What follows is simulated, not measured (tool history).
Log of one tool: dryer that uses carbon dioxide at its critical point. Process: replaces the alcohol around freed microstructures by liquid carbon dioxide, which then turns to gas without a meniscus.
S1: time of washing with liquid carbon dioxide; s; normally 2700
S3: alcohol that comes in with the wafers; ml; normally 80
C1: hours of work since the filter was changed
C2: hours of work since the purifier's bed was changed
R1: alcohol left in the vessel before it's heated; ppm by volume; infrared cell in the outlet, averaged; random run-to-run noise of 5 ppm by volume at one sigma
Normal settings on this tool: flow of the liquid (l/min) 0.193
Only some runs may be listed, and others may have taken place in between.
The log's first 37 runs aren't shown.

{"run": 38, "hour": 1092.6, "S1": 3900, "flow of the liquid (l/min)": 0.308, "S3": 45, "C1": 410, "C2": 1367, "R1": 237}
{"run": 39, "hour": 1122.1, "S1": 1980, "flow of the liquid (l/min)": 0.308, "S3": 25, "C1": 427, "C2": 1384, "R1": 245}
{"run": 40, "hour": 1150.2, "S1": 3900, "flow of the liquid (l/min)": 0.245, "S3": 21, "C1": 444, "C2": 1401, "R1": 243}
{"hour": 1162.1, "done": "purifier's bed changed"}
{"run": 41, "hour": 1191.2, "S1": 2700, "flow of the liquid (l/min)": 0.23, "S3": 39, "C1": 466, "C2": 17, "R1": 8}
{"run": 42, "hour": 1225.4, "S1": 3180, "flow of the liquid (l/min)": 0.298, "S3": 27, "C1": 486, "C2": 37, "R1": 21}
{"run": 43, "hour": 1265.0, "S1": 3660, "flow of the liquid (l/min)": 0.135, "S3": 28, "C1": 509, "C2": 60, "R1": 44}
{"run": 44, "hour": 1300.2, "S1": 3660, "flow of the liquid (l/min)": 0.135, "S3": 28, "C1": 530, "C2": 81, "R1": 60}
{"run": 45, "hour": 1342.9, "S1": 2160, "flow of the liquid (l/min)": 0.133, "S3": 80, "C1": 555, "C2": 106, "R1": 1758}
{"run": 46, "hour": 1377.5, "S1": 2160, "flow of the liquid (l/min)": 0.133, "S3": 80, "C1": 575, "C2": 126, "R1": 1759}

Each row is a separate what-if for the run after 46, all from the same tool condition, not one after another. Results?
{"hour": 1382.1, "done": "inlet filter changed"}
{"run": "A", "hour": 1397.8, "S1": 3660, "flow of the liquid (l/min)": 0.129, "S3": 55, "C1": 9, "C2": 138, "R1": "?"}
{"hour": 1382.1, "done": "inlet filter changed"}
{"run": "B", "hour": 1397.8, "S1": 2760, "flow of the liquid (l/min)": 0.193, "S3": 37, "C1": 9, "C2": 138, "R1": "?"}
{"hour": 1382.1, "done": "inlet filter changed"}
{"run": "C", "hour": 1397.8, "S1": 2760, "flow of the liquid (l/min)": 0.3, "S3": 80, "C1": 9, "C2": 138, "R1": "?"}

run=A R1=79
run=B R1=37
run=C R1=34
With no hidden state in the tool, these same runs would have given:
run=A R1=53
run=B R1=13
run=C R1=10

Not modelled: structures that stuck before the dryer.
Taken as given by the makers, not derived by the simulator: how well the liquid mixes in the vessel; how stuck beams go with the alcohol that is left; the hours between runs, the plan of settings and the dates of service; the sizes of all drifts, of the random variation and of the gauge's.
